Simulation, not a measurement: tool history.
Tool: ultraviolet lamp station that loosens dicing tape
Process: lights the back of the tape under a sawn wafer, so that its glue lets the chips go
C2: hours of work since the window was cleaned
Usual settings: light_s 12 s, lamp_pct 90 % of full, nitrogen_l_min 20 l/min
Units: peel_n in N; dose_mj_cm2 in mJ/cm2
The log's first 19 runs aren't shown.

{"run": 20, "day": 49.333, "light_s": 12, "lamp_pct": 67, "nitrogen_l_min": 20, "hours of work of the lamp": 1232, "C2": 276, "peel_n": 2.026, "dose_mj_cm2": 252}
{"run": 21, "day": 52.571, "light_s": 12, "lamp_pct": 67, "nitrogen_l_min": 20, "hours of work of the lamp": 1282, "C2": 327, "peel_n": 2.142, "dose_mj_cm2": 244}
{"run": 22, "day": 54.142, "light_s": 20, "lamp_pct": 78, "nitrogen_l_min": 20, "hours of work of the lamp": 1307, "C2": 351, "peel_n": 0.591, "dose_mj_cm2": 465}
{"run": 23, "day": 55.838, "light_s": 24, "lamp_pct": 99, "nitrogen_l_min": 25, "hours of work of the lamp": 1334, "C2": 378, "peel_n": 0.165, "dose_mj_cm2": 703}
{"day": 57.279, "done": "window cleaned of glue's vapour"}
{"day": 58.496, "done": "lamp changed"}
{"run": 24, "day": 59.367, "light_s": 6, "lamp_pct": 91, "nitrogen_l_min": 17, "hours of work of the lamp": 14, "C2": 32, "peel_n": 1.853, "dose_mj_cm2": 287}
{"run": 25, "day": 61.308, "light_s": 10, "lamp_pct": 62, "nitrogen_l_min": 28, "hours of work of the lamp": 44, "C2": 62, "peel_n": 1.114, "dose_mj_cm2": 320}
{"run": 26, "day": 64.004, "light_s": 20, "lamp_pct": 90, "nitrogen_l_min": 10, "hours of work of the lamp": 86, "C2": 105, "peel_n": 0.171, "dose_mj_cm2": 898}
{"run": 27, "day": 65.6, "light_s": 19, "lamp_pct": 80, "nitrogen_l_min": 17, "hours of work of the lamp": 111, "C2": 129, "peel_n": 0.183, "dose_mj_cm2": 755}
{"run": 28, "day": 68.5, "light_s": 19, "lamp_pct": 80, "nitrogen_l_min": 17, "hours of work of the lamp": 156, "C2": 175, "peel_n": 0.199, "dose_mj_cm2": 742}
{"run": 29, "day": 70.967, "light_s": 19, "lamp_pct": 85, "nitrogen_l_min": 17, "hours of work of the lamp": 195, "C2": 213, "peel_n": 0.171, "dose_mj_cm2": 770}
{"run": 30, "day": 72.779, "light_s": 7, "lamp_pct": 60, "nitrogen_l_min": 13, "hours of work of the lamp": 223, "C2": 242, "peel_n": 3.26, "dose_mj_cm2": 198}
{"run": 31, "day": 75.275, "light_s": 16, "lamp_pct": 83, "nitrogen_l_min": 19, "hours of work of the lamp": 262, "C2": 281, "peel_n": 0.289, "dose_mj_cm2": 610}
{"run": 32, "day": 77.517, "light_s": 8, "lamp_pct": 71, "nitrogen_l_min": 10, "hours of work of the lamp": 297, "C2": 316, "peel_n": 2.872, "dose_mj_cm2": 261}
{"run": 33, "day": 80.104, "light_s": 11, "lamp_pct": 90, "nitrogen_l_min": 27, "hours of work of the lamp": 338, "C2": 356, "peel_n": 0.556, "dose_mj_cm2": 434}
{"run": 34, "day": 82.417, "light_s": 10, "lamp_pct": 73, "nitrogen_l_min": 21, "hours of work of the lamp": 374, "C2": 392, "peel_n": 1.373, "dose_mj_cm2": 316}
{"day": 82.942, "done": "window cleaned of glue's vapour"}
{"run": 35, "day": 84.454, "light_s": 18, "lamp_pct": 78, "nitrogen_l_min": 11, "hours of work of the lamp": 406, "C2": 24, "peel_n": 0.428, "dose_mj_cm2": 642}
{"run": 36, "day": 86.4, "light_s": 18, "lamp_pct": 78, "nitrogen_l_min": 11, "hours of work of the lamp": 436, "C2": 54, "peel_n": 0.441, "dose_mj_cm2": 633}
{"run": 37, "day": 89.158, "light_s": 11, "lamp_pct": 86, "nitrogen_l_min": 35, "hours of work of the lamp": 479, "C2": 97, "peel_n": 0.522, "dose_mj_cm2": 421}
{"run": 38, "day": 91.179, "light_s": 22, "lamp_pct": 73, "nitrogen_l_min": 12, "hours of work of the lamp": 511, "C2": 129, "peel_n": 0.319, "dose_mj_cm2": 708}

The next listed run, before its measurement:
{"run": 39, "day": 94.521, "light_s": 21, "lamp_pct": 71, "nitrogen_l_min": 13, "hours of work of the lamp": 563, "C2": 181, "peel_n": "?", "dose_mj_cm2": "?"}

Run 39 gave peel_n 0.370 N, dose_mj_cm2 627 mJ/cm2.
Without the tool's hidden state the same run would have given peel_n 0.182 N, dose_mj_cm2 799 mJ/cm2.

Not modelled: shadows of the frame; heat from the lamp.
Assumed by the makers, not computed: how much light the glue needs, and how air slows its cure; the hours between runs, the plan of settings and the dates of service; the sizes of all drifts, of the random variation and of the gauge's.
